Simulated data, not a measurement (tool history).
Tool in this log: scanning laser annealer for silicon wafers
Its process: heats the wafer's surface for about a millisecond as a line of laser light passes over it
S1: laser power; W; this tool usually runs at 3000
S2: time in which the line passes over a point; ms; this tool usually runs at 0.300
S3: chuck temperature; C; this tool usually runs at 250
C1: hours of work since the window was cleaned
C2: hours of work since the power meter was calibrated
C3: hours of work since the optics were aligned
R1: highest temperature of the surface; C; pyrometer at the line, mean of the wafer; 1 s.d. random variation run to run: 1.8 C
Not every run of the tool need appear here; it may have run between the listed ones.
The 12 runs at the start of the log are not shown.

run 13 day=28.875 | S1=3000 S2=0.300 S3=250 | C1=809 C2=1912 C3=964 | R1=1012
-- day=31.938 optics aligned, line set to its width
run 14 day=32.450 | S1=3000 S2=0.300 S3=222 | C1=856 C2=1959 C3=7 | R1=981
-- day=34.733 window over the wafer cleaned
run 15 day=34.954 | S1=3000 S2=0.300 S3=222 | C1=3 C2=1993 C3=41 | R1=983
run 16 day=36.867 | S1=3165 S2=0.300 S3=250 | C1=30 C2=2020 C3=68 | R1=1054
run 17 day=39.075 | S1=3165 S2=0.300 S3=250 | C1=61 C2=2051 C3=98 | R1=1051
run 18 day=41.979 | S1=2977 S2=0.300 S3=250 | C1=101 C2=2091 C3=139 | R1=1004
run 19 day=44.250 | S1=3000 S2=0.268 S3=250 | C1=133 C2=2123 C3=171 | R1=964
run 20 day=46.888 | S1=3000 S2=0.268 S3=250 | C1=170 C2=2160 C3=208 | R1=966
run 21 day=49.262 | S1=2891 S2=0.268 S3=258 | C1=203 C2=2193 C3=241 | R1=950
run 22 day=51.242 | S1=2748 S2=0.216 S3=281 | C1=230 C2=2220 C3=268 | R1=868
run 23 day=54.867 | S1=3163 S2=0.219 S3=212 | C1=281 C2=2271 C3=319 | R1=887
run 24 day=57.883 | S1=3163 S2=0.219 S3=212 | C1=323 C2=2313 C3=361 | R1=886
run 25 day=61.129 | S1=3163 S2=0.219 S3=212 | C1=368 C2=2358 C3=406 | R1=888
run 26 day=64.258 | S1=3000 S2=0.258 S3=250 | C1=412 C2=2402 C3=450 | R1=953
run 27 day=66.038 | S1=3162 S2=0.300 S3=222 | C1=437 C2=2427 C3=475 | R1=1025
run 28 day=67.671 | S1=2704 S2=0.251 S3=280 | C1=460 C2=2450 C3=498 | R1=906
run 29 day=69.767 | S1=2704 S2=0.251 S3=280 | C1=489 C2=2479 C3=527 | R1=904
run 30 day=73.362 | S1=2716 S2=0.281 S3=260 | C1=539 C2=2529 C3=577 | R1=925

Estimate the outcome of run 31 from the log above:
run 31 day=76.150 | S1=2716 S2=0.281 S3=260 | C1=578 C2=2568 C3=616 | R1=?

R1: 924 C
Take away the tool's hidden state, keep the run-to-run variation as it was, and the same run would have given R1 925 C.
